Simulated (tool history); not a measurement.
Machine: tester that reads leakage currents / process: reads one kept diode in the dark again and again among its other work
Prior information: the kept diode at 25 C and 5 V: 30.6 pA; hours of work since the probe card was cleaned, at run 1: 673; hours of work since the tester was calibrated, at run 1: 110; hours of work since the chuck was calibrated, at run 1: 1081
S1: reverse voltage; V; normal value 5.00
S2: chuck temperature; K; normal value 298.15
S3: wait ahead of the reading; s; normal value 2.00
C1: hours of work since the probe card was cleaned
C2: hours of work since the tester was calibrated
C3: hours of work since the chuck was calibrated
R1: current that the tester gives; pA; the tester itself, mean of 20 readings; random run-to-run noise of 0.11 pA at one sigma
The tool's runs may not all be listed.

run 1 day=0.000 | S1=5.00 S2=298.15 S3=2.00 | C1=673 C2=110 C3=1081 | R1=40.68
run 2 day=1.133 | S1=5.00 S2=298.15 S3=2.00 | C1=688 C2=125 C3=1096 | R1=40.59
run 3 day=2.471 | S1=5.00 S2=298.15 S3=2.00 | C1=706 C2=143 C3=1114 | R1=41.10
run 4 day=3.500 | S1=5.00 S2=298.15 S3=2.00 | C1=719 C2=157 C3=1128 | R1=40.99
run 5 day=4.504 | S1=5.00 S2=298.15 S3=2.00 | C1=733 C2=170 C3=1141 | R1=41.31
run 6 day=6.504 | S1=5.00 S2=298.15 S3=2.00 | C1=759 C2=197 C3=1168 | R1=41.54
run 7 day=7.554 | S1=5.00 S2=298.15 S3=2.00 | C1=773 C2=211 C3=1182 | R1=41.61
run 8 day=9.671 | S1=5.00 S2=298.15 S3=2.00 | C1=801 C2=239 C3=1210 | R1=41.95
run 9 day=11.754 | S1=5.00 S2=298.15 S3=2.00 | C1=829 C2=266 C3=1237 | R1=42.17
run 10 day=13.767 | S1=5.00 S2=298.15 S3=2.00 | C1=856 C2=293 C3=1264 | R1=42.81
run 11 day=15.442 | S1=5.00 S2=310.15 S3=2.00 | C1=878 C2=315 C3=1286 | R1=97.76
run 12 day=16.533 | S1=5.00 S2=310.15 S3=2.00 | C1=893 C2=330 C3=1301 | R1=97.80
run 13 day=18.342 | S1=5.00 S2=310.15 S3=2.00 | C1=917 C2=354 C3=1325 | R1=98.19
run 14 day=19.592 | S1=5.00 S2=298.15 S3=5.82 | C1=933 C2=371 C3=1341 | R1=42.73
run 15 day=21.692 | S1=5.00 S2=298.15 S3=5.82 | C1=961 C2=398 C3=1369 | R1=43.21
run 16 day=22.617 | S1=5.00 S2=298.15 S3=5.82 | C1=973 C2=411 C3=1382 | R1=43.28
-- day=22.883 probe card cleaned and baked
run 17 day=24.262 | S1=5.00 S2=298.15 S3=5.82 | C1=18 C2=431 C3=1402 | R1=44.43
run 18 day=25.996 | S1=5.00 S2=298.15 S3=5.82 | C1=41 C2=454 C3=1425 | R1=44.67
run 19 day=28.058 | S1=5.00 S2=298.15 S3=2.00 | C1=69 C2=481 C3=1452 | R1=45.80
run 20 day=30.362 | S1=3.87 S2=298.15 S3=2.00 | C1=99 C2=512 C3=1483 | R1=39.53
-- day=30.858 probe card cleaned and baked, once more
run 21 day=32.712 | S1=1.49 S2=298.15 S3=4.02 | C1=25 C2=541 C3=1512 | R1=20.33
run 22 day=33.788 | S1=5.00 S2=314.15 S3=0.46 | C1=39 C2=556 C3=1527 | R1=129.74
run 23 day=35.100 | S1=5.00 S2=314.15 S3=0.46 | C1=56 C2=573 C3=1544 | R1=129.90
run 24 day=37.400 | S1=2.51 S2=324.15 S3=2.00 | C1=87 C2=604 C3=1575 | R1=180.31
run 25 day=39.404 | S1=2.51 S2=324.15 S3=2.00 | C1=113 C2=630 C3=1601 | R1=181.10
-- day=40.325 chuck's temperature calibrated
run 26 day=40.425 | S1=5.00 S2=298.15 S3=0.51 | C1=126 C2=643 C3=1 | R1=35.78
run 27 day=42.708 | S1=2.03 S2=315.15 S3=0.51 | C1=156 C2=673 C3=32 | R1=76.06
run 28 day=43.842 | S1=5.00 S2=325.15 S3=2.29 | C1=171 C2=688 C3=47 | R1=236.47
run 29 day=45.588 | S1=4.36 S2=324.15 S3=4.03 | C1=194 C2=711 C3=70 | R1=207.09
run 30 day=47.012 | S1=5.00 S2=294.15 S3=1.64 | C1=213 C2=730 C3=89 | R1=25.13
run 31 day=48.000 | S1=5.00 S2=294.15 S3=1.64 | C1=227 C2=743 C3=102 | R1=25.42
run 32 day=49.250 | S1=5.00 S2=294.15 S3=1.64 | C1=243 C2=760 C3=119 | R1=25.51
run 33 day=51.004 | S1=5.00 S2=293.15 S3=3.52 | C1=266 C2=783 C3=142 | R1=23.44
run 34 day=52.808 | S1=12.33 S2=296.15 S3=2.29 | C1=290 C2=807 C3=166 | R1=49.02
run 35 day=54.000 | S1=5.00 S2=298.15 S3=1.12 | C1=306 C2=823 C3=182 | R1=35.70
run 36 day=55.912 | S1=5.00 S2=297.15 S3=8.44 | C1=332 C2=848 C3=207 | R1=31.84
run 37 day=57.175 | S1=1.98 S2=294.15 S3=3.32 | C1=348 C2=865 C3=224 | R1=15.65
run 38 day=59.296 | S1=14.24 S2=329.15 S3=1.81 | C1=377 C2=893 C3=252 | R1=539.64
run 39 day=60.567 | S1=14.24 S2=322.15 S3=0.47 | C1=393 C2=910 C3=269 | R1=348.42

4 options for the next run, each taken on its own from the tool as it stands now. Forecast them:
run A day=62.725 | S1=1.15 S2=298.15 S3=0.33 | C1=422 C2=939 C3=297 | R1=?
run B day=62.725 | S1=15.29 S2=316.15 S3=6.16 | C1=422 C2=939 C3=297 | R1=?
run C day=62.725 | S1=14.24 S2=322.15 S3=1.13 | C1=422 C2=939 C3=297 | R1=?
run D day=62.725 | S1=3.06 S2=298.15 S3=2.00 | C1=422 C2=939 C3=297 | R1=?

run=A R1=17.47
run=B R1=234.29
run=C R1=344.50
run=D R1=27.60
What these runs would have given with no unlogged condition in the tool:
run=A R1=16.07
run=B R1=215.86
run=C R1=322.71
run=D R1=24.62
